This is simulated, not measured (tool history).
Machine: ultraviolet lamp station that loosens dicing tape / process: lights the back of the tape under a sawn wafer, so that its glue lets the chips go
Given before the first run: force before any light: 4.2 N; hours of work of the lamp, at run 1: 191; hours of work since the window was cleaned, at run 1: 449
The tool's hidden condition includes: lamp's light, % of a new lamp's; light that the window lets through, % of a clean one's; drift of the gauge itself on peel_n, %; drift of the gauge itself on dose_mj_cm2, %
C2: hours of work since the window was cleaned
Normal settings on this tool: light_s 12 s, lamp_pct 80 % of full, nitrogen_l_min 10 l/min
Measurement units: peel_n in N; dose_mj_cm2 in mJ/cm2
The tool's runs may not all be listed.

Run 1, hour 0.0: usual settings; hours of work of the lamp 191; C2 449. Result: peel_n 0.281 N, dose_mj_cm2 461 mJ/cm2.
Run 2, hour 12.8: usual settings; hours of work of the lamp 197; C2 456. Result: peel_n 0.292 N, dose_mj_cm2 464 mJ/cm2.
Run 3, hour 19.7: usual settings; hours of work of the lamp 201; C2 459. Result: peel_n 0.279 N, dose_mj_cm2 460 mJ/cm2.
Run 4, hour 29.8: usual settings; hours of work of the lamp 206; C2 465. Result: peel_n 0.286 N, dose_mj_cm2 467 mJ/cm2.
Run 5, hour 36.3: usual settings but lamp_pct 74 % of full; hours of work of the lamp 209; C2 468. Result: peel_n 0.300 N, dose_mj_cm2 427 mJ/cm2.
Run 6, hour 46.8: usual settings but lamp_pct 74 % of full; hours of work of the lamp 215; C2 473. Result: peel_n 0.305 N, dose_mj_cm2 427 mJ/cm2.
Run 7, hour 53.1: usual settings but lamp_pct 74 % of full; hours of work of the lamp 218; C2 476. Result: peel_n 0.310 N, dose_mj_cm2 427 mJ/cm2.
Run 8, hour 60.2: usual settings; hours of work of the lamp 221; C2 480. Result: peel_n 0.297 N, dose_mj_cm2 465 mJ/cm2.
Run 9, hour 70.4: usual settings; hours of work of the lamp 227; C2 485. Result: peel_n 0.276 N, dose_mj_cm2 470 mJ/cm2.
Run 10, hour 79.1: usual settings but lamp_pct 66 % of full; hours of work of the lamp 231; C2 490. Result: peel_n 0.336 N, dose_mj_cm2 384 mJ/cm2.
Run 11, hour 86.0: usual settings; hours of work of the lamp 235; C2 493. Result: peel_n 0.285 N, dose_mj_cm2 463 mJ/cm2.
Run 12, hour 97.3: usual settings but light_s 20 s; hours of work of the lamp 240; C2 499. Result: peel_n 0.244 N, dose_mj_cm2 763 mJ/cm2.
Run 13, hour 108.1: usual settings but light_s 20 s; hours of work of the lamp 246; C2 504. Result: peel_n 0.254 N, dose_mj_cm2 778 mJ/cm2.
Run 14, hour 117.7: usual settings but light_s 20 s; hours of work of the lamp 251; C2 509. Result: peel_n 0.238 N, dose_mj_cm2 774 mJ/cm2.
Run 15, hour 125.5: usual settings but light_s 8 s; hours of work of the lamp 255; C2 513. Result: peel_n 0.419 N, dose_mj_cm2 308 mJ/cm2.
Run 16, hour 131.9: usual settings but light_s 8 s; hours of work of the lamp 258; C2 516. Result: peel_n 0.429 N, dose_mj_cm2 307 mJ/cm2.
Run 17, hour 138.3: usual settings but light_s 8 s, lamp_pct 96 % of full; hours of work of the lamp 261; C2 520. Result: peel_n 0.352 N, dose_mj_cm2 366 mJ/cm2.
Run 18, hour 149.2: usual settings but light_s 8 s, lamp_pct 96 % of full; hours of work of the lamp 267; C2 525. Result: peel_n 0.335 N, dose_mj_cm2 367 mJ/cm2.
Run 19, hour 155.9: usual settings but light_s 8 s, lamp_pct 96 % of full; hours of work of the lamp 270; C2 529. Result: peel_n 0.345 N, dose_mj_cm2 368 mJ/cm2.
Run 20, hour 165.8: usual settings; hours of work of the lamp 275; C2 534. Result: peel_n 0.293 N, dose_mj_cm2 459 mJ/cm2.
Run 21, hour 178.4: usual settings; hours of work of the lamp 282; C2 540. Result: peel_n 0.292 N, dose_mj_cm2 467 mJ/cm2.
At hour 190.3: window cleaned of glue's vapour.
Run 22, hour 190.3: usual settings but lamp_pct 69 % of full; hours of work of the lamp 287; C2 0. Result: peel_n 0.319 N, dose_mj_cm2 396 mJ/cm2.
Run 23, hour 198.3: usual settings but lamp_pct 69 % of full; hours of work of the lamp 291; C2 4. Result: peel_n 0.320 N, dose_mj_cm2 398 mJ/cm2.
Run 24, hour 204.2: usual settings but lamp_pct 69 % of full; hours of work of the lamp 294; C2 7. Result: peel_n 0.314 N, dose_mj_cm2 400 mJ/cm2.
Run 25, hour 216.0: usual settings but lamp_pct 69 % of full; hours of work of the lamp 300; C2 13. Result: peel_n 0.321 N, dose_mj_cm2 403 mJ/cm2.
Run 26, hour 225.8: usual settings but light_s 21 s, lamp_pct 72 % of full, nitrogen_l_min 6 l/min; hours of work of the lamp 305; C2 18. Result: peel_n 0.262 N, dose_mj_cm2 728 mJ/cm2.
Run 27, hour 233.3: usual settings but lamp_pct 70 % of full; hours of work of the lamp 309; C2 22. Result: peel_n 0.329 N, dose_mj_cm2 407 mJ/cm2.
Run 28, hour 246.2: usual settings but light_s 13 s, lamp_pct 93 % of full, nitrogen_l_min 11 l/min; hours of work of the lamp 316; C2 28. Result: peel_n 0.259 N, dose_mj_cm2 588 mJ/cm2.
Run 29, hour 257.6: usual settings but light_s 11 s, lamp_pct 93 % of full, nitrogen_l_min 11 l/min; hours of work of the lamp 321; C2 34. Result: peel_n 0.273 N, dose_mj_cm2 495 mJ/cm2.
Run 30, hour 264.3: usual settings but light_s 18 s, lamp_pct 99 % of full, nitrogen_l_min 11 l/min; hours of work of the lamp 325; C2 38. Result: peel_n 0.251 N, dose_mj_cm2 869 mJ/cm2.
Run 31, hour 274.7: usual settings but light_s 18 s, lamp_pct 99 % of full, nitrogen_l_min 11 l/min; hours of work of the lamp 330; C2 43. Result: peel_n 0.247 N, dose_mj_cm2 855 mJ/cm2.
Run 32, hour 285.5: usual settings but light_s 13 s, lamp_pct 71 % of full, nitrogen_l_min 4 l/min; hours of work of the lamp 336; C2 48. Result: peel_n 0.464 N, dose_mj_cm2 446 mJ/cm2.
Run 33, hour 295.9: usual settings but light_s 13 s, lamp_pct 71 % of full, nitrogen_l_min 4 l/min; hours of work of the lamp 341; C2 54. Result: peel_n 0.441 N, dose_mj_cm2 443 mJ/cm2.
Run 34, hour 303.9: usual settings but light_s 19 s, lamp_pct 69 % of full, nitrogen_l_min 3 l/min; hours of work of the lamp 345; C2 58. Result: peel_n 0.333 N, dose_mj_cm2 642 mJ/cm2.
Run 35, hour 311.2: usual settings but light_s 19 s, lamp_pct 69 % of full, nitrogen_l_min 3 l/min; hours of work of the lamp 349; C2 61. Result: peel_n 0.342 N, dose_mj_cm2 630 mJ/cm2.
Run 36, hour 322.3: usual settings but light_s 10 s, lamp_pct 64 % of full; hours of work of the lamp 354; C2 67. Result: peel_n 0.437 N, dose_mj_cm2 310 mJ/cm2.
Run 37, hour 329.2: usual settings but light_s 7 s, lamp_pct 90 % of full, nitrogen_l_min 8 l/min; hours of work of the lamp 358; C2 71. Result: peel_n 0.490 N, dose_mj_cm2 305 mJ/cm2.
Run 38, hour 337.6: usual settings but light_s 19 s, lamp_pct 99 % of full, nitrogen_l_min 7 l/min; hours of work of the lamp 362; C2 75. Result: peel_n 0.238 N, dose_mj_cm2 918 mJ/cm2.
Run 39, hour 344.0: usual settings but light_s 7 s, lamp_pct 77 % of full, nitrogen_l_min 7 l/min; hours of work of the lamp 365; C2 78. Result: peel_n 0.700 N, dose_mj_cm2 258 mJ/cm2.
Run 40, hour 356.4: usual settings but light_s 7 s, lamp_pct 85 % of full, nitrogen_l_min 17 l/min; hours of work of the lamp 372; C2 84. Result: peel_n 0.371 N, dose_mj_cm2 292 mJ/cm2.
Run 41, hour 368.7: usual settings but light_s 11 s, lamp_pct 85 % of full, nitrogen_l_min 17 l/min; hours of work of the lamp 378; C2 91. Result: peel_n 0.262 N, dose_mj_cm2 444 mJ/cm2.
Run 42, hour 378.5: usual settings but light_s 11 s, lamp_pct 85 % of full, nitrogen_l_min 17 l/min; hours of work of the lamp 383; C2 96. Result: peel_n 0.268 N, dose_mj_cm2 458 mJ/cm2.
Run 43, hour 386.7: usual settings but light_s 16 s, lamp_pct 93 % of full; hours of work of the lamp 387; C2 100. Result: peel_n 0.254 N, dose_mj_cm2 711 mJ/cm2.

3 ways to go on from here, each from the tool as it stands after run 43. What would each give?
Run A, hour 397.5: usual settings but light_s 11 s, nitrogen_l_min 15 l/min; hours of work of the lamp 393; C2 105. Result: peel_n ?, dose_mj_cm2 ?.
Run B, hour 397.5: usual settings but light_s 22 s, lamp_pct 79 % of full, nitrogen_l_min 6 l/min; hours of work of the lamp 393; C2 105. Result: peel_n ?, dose_mj_cm2 ?.
Run C, hour 397.5: usual settings but light_s 16 s, lamp_pct 93 % of full, nitrogen_l_min 7 l/min; hours of work of the lamp 393; C2 105. Result: peel_n ?, dose_mj_cm2 ?.

run  peel_n  dose_mj_cm2
  A   0.264          422
  B   0.248          836
  C   0.252          712
What these runs would have given with no unlogged condition in the tool:
run  peel_n  dose_mj_cm2
  A   0.264          423
  B   0.248          837
  C   0.252          712

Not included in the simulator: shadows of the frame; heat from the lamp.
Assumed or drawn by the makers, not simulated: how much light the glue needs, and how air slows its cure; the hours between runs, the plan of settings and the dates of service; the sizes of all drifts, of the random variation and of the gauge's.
